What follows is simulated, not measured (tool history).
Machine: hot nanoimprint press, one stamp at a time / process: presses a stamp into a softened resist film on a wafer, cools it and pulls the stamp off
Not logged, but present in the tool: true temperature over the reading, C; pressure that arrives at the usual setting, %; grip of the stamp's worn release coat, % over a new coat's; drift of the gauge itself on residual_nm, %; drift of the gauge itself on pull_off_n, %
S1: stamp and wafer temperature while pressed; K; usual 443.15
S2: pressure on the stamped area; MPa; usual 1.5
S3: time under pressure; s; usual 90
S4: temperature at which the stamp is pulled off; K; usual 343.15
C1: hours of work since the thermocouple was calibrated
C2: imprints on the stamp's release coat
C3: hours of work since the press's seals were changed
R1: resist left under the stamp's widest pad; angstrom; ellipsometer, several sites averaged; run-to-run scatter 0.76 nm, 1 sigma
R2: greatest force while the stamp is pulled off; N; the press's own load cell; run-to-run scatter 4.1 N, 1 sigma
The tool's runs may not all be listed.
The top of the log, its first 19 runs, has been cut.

Run 20, hour 624.5: usual settings but S1 438.15 K, S2 1.49 MPa, S3 134 s, S4 351.15 K; C1 40; C2 501; C3 365. Result: R1 1574 angstrom, R2 208 N.
Run 21, hour 661.4: usual settings but S1 438.15 K, S2 1.49 MPa, S3 134 s, S4 351.15 K; C1 58; C2 631; C3 383. Result: R1 1575 angstrom, R2 214 N.
Run 22, hour 697.6: usual settings but S1 439.15 K, S4 350.15 K; C1 75; C2 758; C3 400. Result: R1 1738 angstrom, R2 218 N.
Run 23, hour 731: usual settings but S1 433.15 K, S2 0.96 MPa, S3 94 s, S4 341.15 K; C1 90; C2 876; C3 415. Result: R1 2607 angstrom, R2 238 N.
Run 24, hour 774.3: usual settings but S1 438.15 K, S2 0.96 MPa, S3 49 s, S4 341.15 K; C1 111; C2 1028; C3 436. Result: R1 2656 angstrom, R2 241 N.
Run 25, hour 815.5: usual settings but S1 438.15 K, S2 0.96 MPa, S3 49 s, S4 341.15 K; C1 130; C2 1173; C3 455. Result: R1 2669 angstrom, R2 247 N.
Run 26, hour 836: usual settings but S2 1.27 MPa, S4 333.15 K; C1 140; C2 1246; C3 465. Result: R1 1635 angstrom, R2 281 N.
Run 27, hour 861.7: usual settings but S2 1.65 MPa, S3 153 s; C1 152; C2 1336; C3 477. Result: R1 1153 angstrom, R2 259 N.
Run 28, hour 895: usual settings but S1 446.15 K, S2 1.48 MPa, S3 118 s; C1 167; C2 1454; C3 492. Result: R1 1223 angstrom, R2 259 N.
Run 29, hour 916: usual settings but S1 448.15 K, S2 1.8 MPa, S3 70 s, S4 339.15 K; C1 177; C2 1527; C3 502. Result: R1 1243 angstrom, R2 272 N.
Run 30, hour 958.4: usual settings but S1 448.15 K, S2 1.8 MPa, S3 70 s, S4 339.15 K; C1 197; C2 1677; C3 522. Result: R1 1239 angstrom, R2 277 N.

Here are 4 independent what-if runs from the current tool condition. What would each one return?
Run A, hour 999.4: usual settings but S1 432.15 K, S2 2.4 MPa, S3 83 s, S4 339.15 K; C1 216; C2 1821; C3 541. Result: R1 ?, R2 ?.
Run B, hour 999.4: usual settings but S1 442.15 K, S2 1.84 MPa, S3 70 s, S4 339.15 K; C1 216; C2 1821; C3 541. Result: R1 ?, R2 ?.
Run C, hour 999.4: usual settings but S2 2.1 MPa, S3 79 s; C1 216; C2 1821; C3 541. Result: R1 ?, R2 ?.
Run D, hour 999.4: usual settings but S4 346.15 K; C1 216; C2 1821; C3 541. Result: R1 ?, R2 ?.

run    R1   R2
  A  1836  282
  B  1523  280
  C  1304  279
  D  1485  265
The same runs, with their run-to-run variation unchanged, on a tool lacking any hidden condition would have given:
run    R1   R2
  A  1807  207
  B  1506  205
  C  1284  204
  D  1475  194

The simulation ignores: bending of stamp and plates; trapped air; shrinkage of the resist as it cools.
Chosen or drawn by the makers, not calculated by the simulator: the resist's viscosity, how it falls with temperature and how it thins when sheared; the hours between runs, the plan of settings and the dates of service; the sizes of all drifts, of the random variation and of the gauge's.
